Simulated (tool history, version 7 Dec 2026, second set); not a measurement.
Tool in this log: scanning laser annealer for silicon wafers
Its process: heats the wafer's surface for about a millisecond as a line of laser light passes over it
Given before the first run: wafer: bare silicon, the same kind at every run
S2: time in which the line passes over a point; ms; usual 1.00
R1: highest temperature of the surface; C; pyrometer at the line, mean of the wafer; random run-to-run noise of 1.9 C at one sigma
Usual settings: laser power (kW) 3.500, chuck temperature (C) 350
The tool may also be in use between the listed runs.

run 1 hour=0.0 | laser_power_(kW)=3.500 S2=1.00 chuck_temperature_(C)=350 | R1=1098
run 2 hour=24.1 | laser_power_(kW)=3.500 S2=1.21 chuck_temperature_(C)=350 | R1=1182
run 3 hour=47.5 | laser_power_(kW)=3.500 S2=1.21 chuck_temperature_(C)=350 | R1=1182
run 4 hour=75.0 | laser_power_(kW)=3.500 S2=1.00 chuck_temperature_(C)=350 | R1=1093
run 5 hour=88.9 | laser_power_(kW)=3.500 S2=1.00 chuck_temperature_(C)=350 | R1=1093
run 6 hour=101.6 | laser_power_(kW)=3.500 S2=1.00 chuck_temperature_(C)=350 | R1=1098
run 7 hour=130.0 | laser_power_(kW)=3.500 S2=1.00 chuck_temperature_(C)=350 | R1=1089
run 8 hour=156.8 | laser_power_(kW)=3.500 S2=1.00 chuck_temperature_(C)=350 | R1=1092
run 9 hour=178.0 | laser_power_(kW)=3.500 S2=0.73 chuck_temperature_(C)=350 | R1=964
run 10 hour=205.8 | laser_power_(kW)=3.500 S2=0.73 chuck_temperature_(C)=350 | R1=962
run 11 hour=221.5 | laser_power_(kW)=3.500 S2=0.90 chuck_temperature_(C)=350 | R1=1042
run 12 hour=238.7 | laser_power_(kW)=3.500 S2=0.90 chuck_temperature_(C)=350 | R1=1044
run 13 hour=257.8 | laser_power_(kW)=3.500 S2=0.90 chuck_temperature_(C)=350 | R1=1044
run 14 hour=280.8 | laser_power_(kW)=3.500 S2=0.90 chuck_temperature_(C)=350 | R1=1042
run 15 hour=299.2 | laser_power_(kW)=3.500 S2=1.00 chuck_temperature_(C)=350 | R1=1086
run 16 hour=311.7 | laser_power_(kW)=3.051 S2=1.00 chuck_temperature_(C)=351 | R1=976
run 17 hour=335.4 | laser_power_(kW)=3.051 S2=1.00 chuck_temperature_(C)=351 | R1=977
run 18 hour=353.8 | laser_power_(kW)=3.340 S2=1.00 chuck_temperature_(C)=329 | R1=1022
run 19 hour=375.0 | laser_power_(kW)=3.340 S2=1.00 chuck_temperature_(C)=329 | R1=1025
run 20 hour=397.2 | laser_power_(kW)=3.452 S2=1.08 chuck_temperature_(C)=350 | R1=1103
run 21 hour=415.8 | laser_power_(kW)=3.452 S2=1.08 chuck_temperature_(C)=350 | R1=1103
run 22 hour=431.3 | laser_power_(kW)=3.195 S2=1.18 chuck_temperature_(C)=383 | R1=1108
run 23 hour=452.7 | laser_power_(kW)=3.042 S2=0.87 chuck_temperature_(C)=350 | R1=920
run 24 hour=481.2 | laser_power_(kW)=3.003 S2=1.00 chuck_temperature_(C)=346 | R1=954
run 25 hour=499.0 | laser_power_(kW)=3.500 S2=1.16 chuck_temperature_(C)=350 | R1=1143
run 26 hour=522.5 | laser_power_(kW)=3.500 S2=1.16 chuck_temperature_(C)=350 | R1=1148
-- hour=536.8 window over the wafer cleaned
run 27 hour=536.8 | laser_power_(kW)=3.500 S2=1.16 chuck_temperature_(C)=350 | R1=1198
run 28 hour=551.4 | laser_power_(kW)=3.083 S2=0.73 chuck_temperature_(C)=369 | R1=922
run 29 hour=574.3 | laser_power_(kW)=3.736 S2=0.95 chuck_temperature_(C)=365 | R1=1173
run 30 hour=587.1 | laser_power_(kW)=3.736 S2=0.95 chuck_temperature_(C)=365 | R1=1179

4 options for the next run, each taken on its own from the tool as it stands now. Forecast them:
run A hour=605.7 | laser_power_(kW)=3.222 S2=0.72 chuck_temperature_(C)=346 | R1=?
run B hour=605.7 | laser_power_(kW)=3.554 S2=0.83 chuck_temperature_(C)=328 | R1=?
run C hour=605.7 | laser_power_(kW)=3.526 S2=1.10 chuck_temperature_(C)=315 | R1=?
run D hour=605.7 | laser_power_(kW)=3.514 S2=0.95 chuck_temperature_(C)=365 | R1=?

run=A R1=924
run=B R1=1035
run=C R1=1137
run=D R1=1121
With no hidden state in the tool, these same runs would have given:
run=A R1=929
run=B R1=1042
run=C R1=1145
run=D R1=1128
